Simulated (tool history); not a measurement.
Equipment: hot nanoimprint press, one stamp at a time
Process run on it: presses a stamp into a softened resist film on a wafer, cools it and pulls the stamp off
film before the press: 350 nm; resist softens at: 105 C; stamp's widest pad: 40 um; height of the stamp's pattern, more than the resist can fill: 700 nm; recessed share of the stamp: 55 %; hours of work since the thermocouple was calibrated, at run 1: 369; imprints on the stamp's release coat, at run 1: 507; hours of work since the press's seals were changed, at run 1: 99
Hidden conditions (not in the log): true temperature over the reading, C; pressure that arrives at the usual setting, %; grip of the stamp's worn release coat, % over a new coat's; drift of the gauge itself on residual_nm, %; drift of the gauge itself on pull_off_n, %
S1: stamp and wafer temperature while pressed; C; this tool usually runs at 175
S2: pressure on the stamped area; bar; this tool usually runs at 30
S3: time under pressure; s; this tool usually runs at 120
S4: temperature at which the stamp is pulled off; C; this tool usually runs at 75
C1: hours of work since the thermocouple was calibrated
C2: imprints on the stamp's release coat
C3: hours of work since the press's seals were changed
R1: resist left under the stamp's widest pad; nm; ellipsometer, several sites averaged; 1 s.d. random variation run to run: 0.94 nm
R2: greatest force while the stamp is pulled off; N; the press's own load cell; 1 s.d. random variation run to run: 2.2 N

run	hour	S1	S2	S3	S4	C1	C2	C3	R1	R2
1	0	175	30	120	75	369	507	99	125.3	118
2	57.9	175	30	102	75	401	604	131	131.7	128
3	129.3	175	30	71	75	440	723	170	146.9	127
4	172.9	175	30	71	75	464	795	194	146.7	128
# hour 183.6: plate thermocouple calibrated
5	235.6	175	30	71	75	29	895	227	138.5	135
# hour 302.9: stamp cleaned and given a new release coat
6	320.3	175	30	71	75	72	29	270	139.5	102
# hour 331.5: plate thermocouple calibrated, once more
7	384.5	175	30	120	75	29	131	304	136	105
8	466.4	175	30	120	75	74	267	349	133.6	108
9	538.1	175	30	120	75	114	387	389	132.7	114
10	593.7	175	28.9	120	75	144	480	419	135.4	116
11	675.5	175	18.6	120	75	189	616	464	168.3	124
12	715.5	175	18.6	120	75	212	682	486	167.7	122
13	764	168	30	120	75	238	763	513	182	126
# hour 781.3: press's hydraulic seals changed and the load cell set to zero
14	859.1	168	30	120	75	286	908	43	177.8	137
# hour 918: stamp cleaned and given a new release coat
15	929	168	30	120	75	321	19	78	176.4	97
16	995.1	168	30	120	75	358	129	114	174.3	106
17	1055.2	168	30	120	71	391	229	148	175	113
18	1133.2	175	20.1	155	63	434	359	191	138.5	120
19	1183	176	20.1	155	62	461	442	218	130.7	119
# hour 1191.3: plate thermocouple calibrated
20	1239.1	176	20.1	155	62	26	530	247	143.5	129
21	1331.2	176	20.1	155	62	77	684	298	144.1	138
22	1379.6	177	31.2	120	75	104	765	325	116.1	132
23	1462.9	177	31.2	120	75	150	903	371	115.8	136
# hour 1524.4: stamp cleaned and given a new release coat
24	1557.3	175	45.6	120	75	198	55	419	102.7	107
25	1622.3	175	45.6	105	63	234	163	455	107.4	114
26	1662.4	175	45.6	105	63	256	230	477	106.4	114
27	1729.8	175	30	112	60	293	342	514	129	126
# hour 1745.2: press's hydraulic seals changed and the load cell set to zero
28	1827.8	175	32.9	73	60	343	492	46	139.7	126
29	1913.4	175	29.9	230	75	390	635	93	94.7	123

Subtracting, for every run, the result it would have given without the tool's unlogged condition from the measured result gives the following. The same run-to-run variation enters both numbers; the gauge's scatter may not:
run	R1	R2
1	-8	+19
2	-9	+24
3	-10.9	+29
4	-11.4	+30
5	-19.2	+35
6	-20.4	-1
7	+2.5	+5
8	+1.5	+10
9	+0.6	+16
10	-0.1	+19
11	-2.5	+25
12	-3.2	+27
13	-3.2	+30
14	-8.9	+37
15	-9.8	+0
16	-10.7	+4
17	-11.8	+9
18	-10.9	+14
19	-11	+17
20	+0.8	+23
21	-0.5	+29
22	-0.4	+32
23	-1.3	+37
24	-1	+2
25	-1.7	+6
26	-2	+9
27	-4.9	+15
28	-9.7	+20
29	-7.9	+24

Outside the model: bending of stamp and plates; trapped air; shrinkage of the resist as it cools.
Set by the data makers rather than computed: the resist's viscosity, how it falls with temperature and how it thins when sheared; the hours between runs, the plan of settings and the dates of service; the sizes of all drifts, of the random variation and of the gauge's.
